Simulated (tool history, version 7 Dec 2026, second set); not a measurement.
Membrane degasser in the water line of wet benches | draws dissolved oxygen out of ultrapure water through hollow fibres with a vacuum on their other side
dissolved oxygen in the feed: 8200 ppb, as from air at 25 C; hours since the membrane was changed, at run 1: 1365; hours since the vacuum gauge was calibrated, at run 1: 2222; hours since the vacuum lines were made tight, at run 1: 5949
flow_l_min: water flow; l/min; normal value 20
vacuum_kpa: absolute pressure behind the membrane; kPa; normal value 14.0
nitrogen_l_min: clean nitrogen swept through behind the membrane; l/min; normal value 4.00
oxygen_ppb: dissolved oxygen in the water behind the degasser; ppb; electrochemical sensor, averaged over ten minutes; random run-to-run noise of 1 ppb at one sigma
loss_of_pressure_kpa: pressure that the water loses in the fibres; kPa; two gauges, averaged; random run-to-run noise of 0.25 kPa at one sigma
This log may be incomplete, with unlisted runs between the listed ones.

| run | hour | flow_l_min | vacuum_kpa | nitrogen_l_min | hours since the membrane was changed | hours since the vacuum gauge was calibrated | hours since the vacuum lines were made tight | oxygen_ppb | loss_of_pressure_kpa |
|---|---|---|---|---|---|---|---|---|---|
| 1 | 0.0 | 20 | 14.0 | 4.00 | 1365 | 2222 | 5949 | 142.3 | 68.82 |
| 2 | 68.9 | 15 | 14.0 | 4.00 | 1434 | 2291 | 6018 | 103.9 | 51.59 |
| 3 | 199.4 | 15 | 14.0 | 4.00 | 1565 | 2422 | 6149 | 103.5 | 51.55 |
| 4 | 286.3 | 20 | 20.0 | 4.00 | 1652 | 2509 | 6236 | 213.0 | 69.14 |
| 5 | 426.0 | 20 | 20.0 | 4.00 | 1791 | 2648 | 6375 | 211.7 | 68.96 |
| 6 | 564.3 | 20 | 20.0 | 4.00 | 1930 | 2787 | 6514 | 213.5 | 68.72 |
| 7 | 672.9 | 22 | 20.0 | 4.00 | 2038 | 2895 | 6622 | 238.8 | 75.86 |
| 8 | 742.5 | 22 | 20.0 | 4.00 | 2108 | 2965 | 6692 | 236.4 | 76.12 |
| 9 | 899.8 | 22 | 20.0 | 4.00 | 2265 | 3122 | 6849 | 236.1 | 76.27 |
| 10 | 1033.6 | 25 | 14.0 | 4.00 | 2399 | 3256 | 6983 | 183.5 | 86.86 |
| 11 | 1160.9 | 20 | 14.0 | 4.00 | 2526 | 3383 | 7110 | 142.8 | 69.38 |
| 12 | 1299.5 | 20 | 14.0 | 11.12 | 2665 | 3522 | 7249 | 58.7 | 69.74 |
| 13 | 1372.4 | 20 | 14.0 | 11.12 | 2738 | 3595 | 7322 | 59.0 | 69.70 |
| 14 | 1439.5 | 21 | 14.0 | 11.12 | 2805 | 3662 | 7389 | 62.6 | 72.92 |
| 15 | 1504.1 | 21 | 14.0 | 11.12 | 2869 | 3727 | 7454 | 62.9 | 72.87 |
| 16 | 1632.4 | 21 | 14.0 | 11.12 | 2998 | 3855 | 7582 | 63.9 | 72.99 |
| 17 | 1782.9 | 21 | 14.0 | 11.12 | 3148 | 4005 | 7732 | 63.4 | 73.28 |
| 18 | 1872.4 | 21 | 14.0 | 11.12 | 3238 | 4095 | 7822 | 64.0 | 73.59 |
| 19 | 2009.4 | 18 | 19.0 | 11.12 | 3375 | 4232 | 7959 | 73.0 | 63.02 |
| 20 | 2109.3 | 17 | 15.2 | 10.50 | 3475 | 4332 | 8059 | 55.8 | 59.91 |
| 21 | 2264.2 | 19 | 8.4 | 4.00 | 3629 | 4487 | 8214 | 70.1 | 66.39 |
| 22 | 2345.8 | 19 | 9.8 | 4.78 | 3711 | 4568 | 8295 | 73.8 | 66.51 |
| 23 | 2453.3 | 19 | 24.1 | 8.19 | 3819 | 4676 | 8403 | 131.3 | 66.47 |
| 24 | 2549.3 | 19 | 24.1 | 8.19 | 3915 | 4772 | 8499 | 131.0 | 67.40 |
|  | 2698.4 | seals of the vacuum lines changed |
| 25 | 2711.3 | 32 | 20.6 | 4.00 | 4075 | 4932 | 13 | 364.4 | 113.25 |
| 26 | 2848.7 | 22 | 14.0 | 6.59 | 4212 | 5069 | 150 | 103.0 | 77.74 |
| 27 | 2964.8 | 22 | 21.7 | 9.14 | 4328 | 5185 | 266 | 123.2 | 77.62 |
| 28 | 3117.3 | 20 | 14.0 | 10.07 | 4481 | 5338 | 419 | 64.6 | 70.67 |

Consider 4 possible next runs. They are alternatives, not a sequence: every one starts from the tool as it was left by run 28. What does each give?
| A | 3211.4 | 28 | 11.0 | 11.20 | 4575 | 5432 | 513 | ? | ? |
| B | 3211.4 | 27 | 9.1 | 10.07 | 4575 | 5432 | 513 | ? | ? |
| C | 3211.4 | 20 | 23.5 | 4.00 | 4575 | 5432 | 513 | ? | ? |
| D | 3211.4 | 32 | 10.1 | 10.07 | 4575 | 5432 | 513 | ? | ? |

| run | oxygen_ppb | loss_of_pressure_kpa |
|---|---|---|
| A | 81.1 | 99.31 |
| B | 67.9 | 95.70 |
| C | 255.0 | 70.44 |
| D | 100.7 | 113.72 |
Take away the tool's hidden state, keep each run's random variation, and the runs would have read:
| run | oxygen_ppb | loss_of_pressure_kpa |
|---|---|---|
| A | 73.4 | 94.91 |
| B | 60.9 | 91.47 |
| C | 250.8 | 67.32 |
| D | 90.2 | 108.68 |

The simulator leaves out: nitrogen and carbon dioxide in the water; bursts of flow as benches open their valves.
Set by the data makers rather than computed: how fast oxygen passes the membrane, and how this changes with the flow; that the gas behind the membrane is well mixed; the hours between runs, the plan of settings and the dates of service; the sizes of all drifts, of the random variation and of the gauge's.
